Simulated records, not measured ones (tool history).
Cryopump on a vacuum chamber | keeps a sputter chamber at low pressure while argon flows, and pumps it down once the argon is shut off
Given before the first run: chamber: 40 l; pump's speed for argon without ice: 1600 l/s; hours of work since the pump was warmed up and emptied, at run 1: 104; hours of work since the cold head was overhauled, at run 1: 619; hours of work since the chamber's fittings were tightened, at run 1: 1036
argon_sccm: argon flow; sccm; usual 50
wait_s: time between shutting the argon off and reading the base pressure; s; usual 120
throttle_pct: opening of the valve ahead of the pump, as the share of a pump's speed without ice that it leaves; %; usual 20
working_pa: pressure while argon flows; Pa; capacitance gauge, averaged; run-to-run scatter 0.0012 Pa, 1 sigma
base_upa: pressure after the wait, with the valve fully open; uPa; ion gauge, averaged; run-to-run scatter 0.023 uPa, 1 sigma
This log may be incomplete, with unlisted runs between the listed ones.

run,hour,argon_sccm,wait_s,throttle_pct,hours of work since the pump was warmed up and emptied,hours of work since the cold head was overhauled,hours of work since the chamber's fittings were tightened,working_pa,base_upa
1,0,50,120,20,104,619,1036,0.2674,1.25
2,33.8,65,120,20,123,637,1054,0.3492,1.29
3,60.1,50,120,52,137,652,1069,0.1064,1.28
4,84,50,120,52,150,665,1082,0.1061,1.3
5,131.5,50,120,39,176,691,1108,0.1399,1.37
6,181.8,50,120,39,203,718,1135,0.1409,1.36
7,224.7,50,120,39,227,742,1159,0.1403,1.36
8,255.6,50,120,39,244,758,1175,0.1407,1.4
9,305,50,120,39,271,785,1202,0.1419,1.49
10,347.9,50,120,39,294,809,1226,0.1419,1.49
11,374.2,50,120,20,308,823,1240,0.271,1.46
12,417.8,50,120,20,332,847,1264,0.2735,1.51
13,460.6,50,120,20,356,870,1287,0.2725,1.51
14,491.8,50,120,20,373,887,1304,0.2723,1.56
15,535,35,120,20,396,911,1328,0.1917,1.51
16,576.8,35,120,20,419,934,1351,0.193,1.66
17,618.1,35,120,20,442,956,1373,0.1906,1.59
18,652.7,35,120,20,461,975,1392,0.1932,1.55
# hour 710.6: pump warmed up, emptied and cooled again
19,713,35,97,20,1,1005,1423,0.1848,1.57
20,739.2,22,38,40,16,1020,1437,0.0581,2.67
21,790.4,80,293,34,44,1048,1465,0.2517,1.12
22,845,44,116,55,73,1078,1495,0.0854,1.54
23,871.6,35,24,30,88,1092,1509,0.1246,3.91
24,908.7,42,21,18,108,1112,1529,0.2474,4.31
25,963.2,42,21,18,138,1142,1559,0.251,4.24
26,1007.1,50,122,20,162,1166,1583,0.2679,1.62
27,1054.5,50,122,20,188,1192,1609,0.2685,1.6
28,1111.1,27,24,20,219,1223,1640,0.1475,3.8
29,1141.9,27,24,20,236,1240,1657,0.147,3.99
30,1189.1,64,24,18,261,1266,1683,0.3843,4.02
31,1224.5,50,37,18,281,1285,1702,0.2987,3
32,1257.6,42,29,33,299,1303,1720,0.1405,3.44

What will run 33 give?
33,1287.1,100,43,36,315,1319,1736,?,?

working_pa: 0.3078 Pa
base_upa: 2.83 uPa
Were there no unlogged condition in the tool, this run, its random variation unchanged, would have produced working_pa 0.2925 Pa, base_upa 1.84 uPa.
